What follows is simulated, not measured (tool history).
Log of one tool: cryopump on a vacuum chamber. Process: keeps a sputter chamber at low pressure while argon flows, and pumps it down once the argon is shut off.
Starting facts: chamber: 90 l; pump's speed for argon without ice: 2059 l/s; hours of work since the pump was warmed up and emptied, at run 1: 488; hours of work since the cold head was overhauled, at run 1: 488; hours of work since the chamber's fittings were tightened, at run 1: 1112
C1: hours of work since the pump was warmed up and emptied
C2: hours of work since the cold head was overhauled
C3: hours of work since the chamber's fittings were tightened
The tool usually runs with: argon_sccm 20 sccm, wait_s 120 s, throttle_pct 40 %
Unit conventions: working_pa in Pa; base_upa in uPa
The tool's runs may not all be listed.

{"run": 1, "hour": 0.0, "argon_sccm": 20, "wait_s": 120, "throttle_pct": 40, "C1": 488, "C2": 488, "C3": 1112, "working_pa": 0.0459, "base_upa": 0.77}
{"run": 2, "hour": 8.4, "argon_sccm": 20, "wait_s": 120, "throttle_pct": 40, "C1": 494, "C2": 494, "C3": 1117, "working_pa": 0.0472, "base_upa": 0.82}
{"run": 3, "hour": 16.3, "argon_sccm": 20, "wait_s": 120, "throttle_pct": 40, "C1": 499, "C2": 499, "C3": 1122, "working_pa": 0.047, "base_upa": 0.79}
{"run": 4, "hour": 31.6, "argon_sccm": 20, "wait_s": 120, "throttle_pct": 40, "C1": 509, "C2": 509, "C3": 1132, "working_pa": 0.0462, "base_upa": 0.78}
{"run": 5, "hour": 39.4, "argon_sccm": 20, "wait_s": 120, "throttle_pct": 40, "C1": 514, "C2": 514, "C3": 1137, "working_pa": 0.0481, "base_upa": 0.81}
{"run": 6, "hour": 51.6, "argon_sccm": 20, "wait_s": 120, "throttle_pct": 40, "C1": 521, "C2": 521, "C3": 1145, "working_pa": 0.0472, "base_upa": 0.86}
{"run": 7, "hour": 60.0, "argon_sccm": 20, "wait_s": 47, "throttle_pct": 40, "C1": 527, "C2": 527, "C3": 1151, "working_pa": 0.0465, "base_upa": 1.48}
{"run": 8, "hour": 75.5, "argon_sccm": 20, "wait_s": 47, "throttle_pct": 40, "C1": 537, "C2": 537, "C3": 1161, "working_pa": 0.0475, "base_upa": 1.47}
{"run": 9, "hour": 88.2, "argon_sccm": 20, "wait_s": 47, "throttle_pct": 40, "C1": 545, "C2": 545, "C3": 1169, "working_pa": 0.0473, "base_upa": 1.54}
{"run": 10, "hour": 106.2, "argon_sccm": 20, "wait_s": 47, "throttle_pct": 40, "C1": 557, "C2": 557, "C3": 1180, "working_pa": 0.0489, "base_upa": 1.52}
{"run": 11, "hour": 121.7, "argon_sccm": 20, "wait_s": 47, "throttle_pct": 40, "C1": 567, "C2": 567, "C3": 1190, "working_pa": 0.0496, "base_upa": 1.5}
{"run": 12, "hour": 133.8, "argon_sccm": 20, "wait_s": 120, "throttle_pct": 40, "C1": 574, "C2": 574, "C3": 1198, "working_pa": 0.0483, "base_upa": 0.84}
{"run": 13, "hour": 141.9, "argon_sccm": 9, "wait_s": 120, "throttle_pct": 40, "C1": 580, "C2": 580, "C3": 1203, "working_pa": 0.0207, "base_upa": 0.85}
{"run": 14, "hour": 152.2, "argon_sccm": 9, "wait_s": 120, "throttle_pct": 40, "C1": 586, "C2": 586, "C3": 1210, "working_pa": 0.0208, "base_upa": 0.8}
{"run": 15, "hour": 167.0, "argon_sccm": 9, "wait_s": 120, "throttle_pct": 40, "C1": 596, "C2": 596, "C3": 1220, "working_pa": 0.0223, "base_upa": 0.81}
{"run": 16, "hour": 175.3, "argon_sccm": 20, "wait_s": 120, "throttle_pct": 40, "C1": 601, "C2": 601, "C3": 1225, "working_pa": 0.0489, "base_upa": 0.84}
{"run": 17, "hour": 191.4, "argon_sccm": 20, "wait_s": 29, "throttle_pct": 40, "C1": 612, "C2": 612, "C3": 1235, "working_pa": 0.0486, "base_upa": 2.34}

Expected results for the next run?
{"hour": 214.1, "done": "pump warmed up, emptied and cooled again"}
{"run": 18, "hour": 214.3, "argon_sccm": 20, "wait_s": 120, "throttle_pct": 25, "C1": 0, "C2": 623, "C3": 1247, "working_pa": "?", "base_upa": "?"}

{"run 18": {"working_pa": 0.066, "base_upa": 0.7}}
Had the tool carried no hidden state, the very same run would have given working_pa 0.0658 Pa, base_upa 0.61 uPa.
